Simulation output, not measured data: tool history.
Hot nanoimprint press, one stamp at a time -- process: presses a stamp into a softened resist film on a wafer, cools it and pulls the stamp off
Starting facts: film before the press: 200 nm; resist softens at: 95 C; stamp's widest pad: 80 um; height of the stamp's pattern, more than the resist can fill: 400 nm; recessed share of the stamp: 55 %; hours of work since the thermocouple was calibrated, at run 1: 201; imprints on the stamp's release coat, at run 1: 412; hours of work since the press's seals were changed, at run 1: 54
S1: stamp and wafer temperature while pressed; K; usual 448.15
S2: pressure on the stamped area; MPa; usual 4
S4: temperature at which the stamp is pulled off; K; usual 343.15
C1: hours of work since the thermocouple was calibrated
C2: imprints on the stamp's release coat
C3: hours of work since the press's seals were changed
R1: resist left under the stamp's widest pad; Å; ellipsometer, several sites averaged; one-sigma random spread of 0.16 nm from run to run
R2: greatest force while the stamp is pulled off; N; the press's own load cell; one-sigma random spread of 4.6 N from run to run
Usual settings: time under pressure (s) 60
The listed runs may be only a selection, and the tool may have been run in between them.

Run 1, hour 0: usual settings; C1 201; C2 412; C3 54. Result: R1 917 Å, R2 253 N.
Run 2, hour 10.2: usual settings; C1 207; C2 441; C3 60. Result: R1 914 Å, R2 269 N.
Run 3, hour 20.5: usual settings but S2 2.53 MPa; C1 214; C2 471; C3 67. Result: R1 1139 Å, R2 261 N.
Run 4, hour 27: usual settings; C1 218; C2 489; C3 71. Result: R1 916 Å, R2 260 N.
Run 5, hour 38.5: usual settings; C1 225; C2 523; C3 78. Result: R1 916 Å, R2 260 N.
Run 6, hour 44.6: usual settings; C1 229; C2 540; C3 82. Result: R1 912 Å, R2 266 N.
Run 7, hour 54.5: usual settings; C1 235; C2 569; C3 88. Result: R1 914 Å, R2 270 N.
Run 8, hour 60.6: usual settings; C1 239; C2 586; C3 92. Result: R1 911 Å, R2 273 N.
At hour 64.9: plate thermocouple calibrated.
Run 9, hour 74.9: usual settings; C1 6; C2 619; C3 99. Result: R1 901 Å, R2 274 N.
Run 10, hour 83.5: usual settings but S1 438.15 K, S2 2.61 MPa, time under pressure (s) 66, S4 340.15 K; C1 12; C2 643; C3 105. Result: R1 1502 Å, R2 271 N.
Run 11, hour 93.6: usual settings but S1 438.15 K, S2 2.61 MPa, time under pressure (s) 66, S4 340.15 K; C1 18; C2 673; C3 111. Result: R1 1501 Å, R2 297 N.
Run 12, hour 104.6: usual settings but S1 438.15 K, S2 2.61 MPa, time under pressure (s) 66, S4 340.15 K; C1 25; C2 704; C3 118. Result: R1 1505 Å, R2 289 N.
Run 13, hour 115.8: usual settings but S1 438.15 K, S2 2.61 MPa, time under pressure (s) 66, S4 340.15 K; C1 32; C2 736; C3 125. Result: R1 1499 Å, R2 289 N.
Run 14, hour 124.9: usual settings but S1 438.15 K, S2 2.61 MPa, time under pressure (s) 66, S4 340.15 K; C1 38; C2 762; C3 131. Result: R1 1498 Å, R2 293 N.

Measured result minus the same run's result without the hidden state. Both carry the same run-to-run variation, though not necessarily the same gauge scatter:
What the log doesn't record here: true temperature over the reading, C; pressure that arrives at the usual setting, %; grip of the stamp's worn release coat, % over a new coat's; drift of the gauge itself on residual_nm, %; drift of the gauge itself on pull_off_n, %.
run   R1   R2
  1  -16  +28
  2  -16  +32
  3  -19  +34
  4  -16  +35
  5  -17  +37
  6  -18  +39
  7  -18  +41
  8  -18  +43
  9  -31  +43
 10  -36  +44
 11  -36  +51
 12  -37  +51
 13  -37  +53
 14  -38  +56
